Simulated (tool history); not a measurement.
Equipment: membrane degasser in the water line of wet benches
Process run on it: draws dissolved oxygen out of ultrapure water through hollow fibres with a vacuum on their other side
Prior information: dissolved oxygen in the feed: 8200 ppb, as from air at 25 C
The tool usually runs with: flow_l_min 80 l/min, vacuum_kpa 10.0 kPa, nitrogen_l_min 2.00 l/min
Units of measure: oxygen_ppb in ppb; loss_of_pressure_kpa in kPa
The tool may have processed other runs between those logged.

| run | hour | flow_l_min | vacuum_kpa | nitrogen_l_min | oxygen_ppb | loss_of_pressure_kpa |
|---|---|---|---|---|---|---|
| 1 | 0.0 | 80 | 10.0 | 2.00 | 812.8 | 52.48 |
| 2 | 93.3 | 80 | 10.0 | 2.00 | 815.5 | 52.09 |
| 3 | 185.4 | 80 | 10.0 | 2.00 | 817.2 | 52.40 |
| 4 | 269.8 | 80 | 10.0 | 2.00 | 815.2 | 52.28 |
| 5 | 396.5 | 99 | 10.0 | 2.00 | 993.2 | 64.86 |
| 6 | 533.5 | 99 | 10.0 | 2.00 | 1006.3 | 65.02 |
| 7 | 603.6 | 99 | 10.0 | 2.00 | 968.0 | 64.98 |
| 8 | 670.3 | 99 | 10.0 | 2.00 | 982.1 | 65.12 |
| 9 | 776.2 | 80 | 22.7 | 2.00 | 1591.1 | 52.68 |
| 10 | 850.7 | 80 | 20.6 | 1.47 | 1753.8 | 52.71 |
| 11 | 936.1 | 80 | 7.6 | 3.62 | 528.2 | 53.05 |
| 12 | 1040.7 | 93 | 23.1 | 2.16 | 1735.1 | 61.61 |
| 13 | 1143.6 | 50 | 10.0 | 2.00 | 523.6 | 33.00 |
| 14 | 1258.7 | 50 | 10.0 | 2.00 | 531.5 | 33.21 |

3 ways to go on from here, each from the tool as it stands after run 14. What would each give?
| A | 1373.1 | 68 | 10.0 | 2.00 | ? | ? |
| B | 1373.1 | 49 | 10.0 | 4.49 | ? | ? |
| C | 1373.1 | 119 | 8.4 | 0.88 | ? | ? |

| run | oxygen_ppb | loss_of_pressure_kpa |
|---|---|---|
| A | 724.3 | 45.16 |
| B | 340.9 | 32.91 |
| C | 1359.4 | 79.17 |
Without the tool's unlogged condition, the same runs would have read:
| run | oxygen_ppb | loss_of_pressure_kpa |
|---|---|---|
| A | 654.6 | 42.21 |
| B | 295.2 | 30.78 |
| C | 1243.5 | 74.00 |

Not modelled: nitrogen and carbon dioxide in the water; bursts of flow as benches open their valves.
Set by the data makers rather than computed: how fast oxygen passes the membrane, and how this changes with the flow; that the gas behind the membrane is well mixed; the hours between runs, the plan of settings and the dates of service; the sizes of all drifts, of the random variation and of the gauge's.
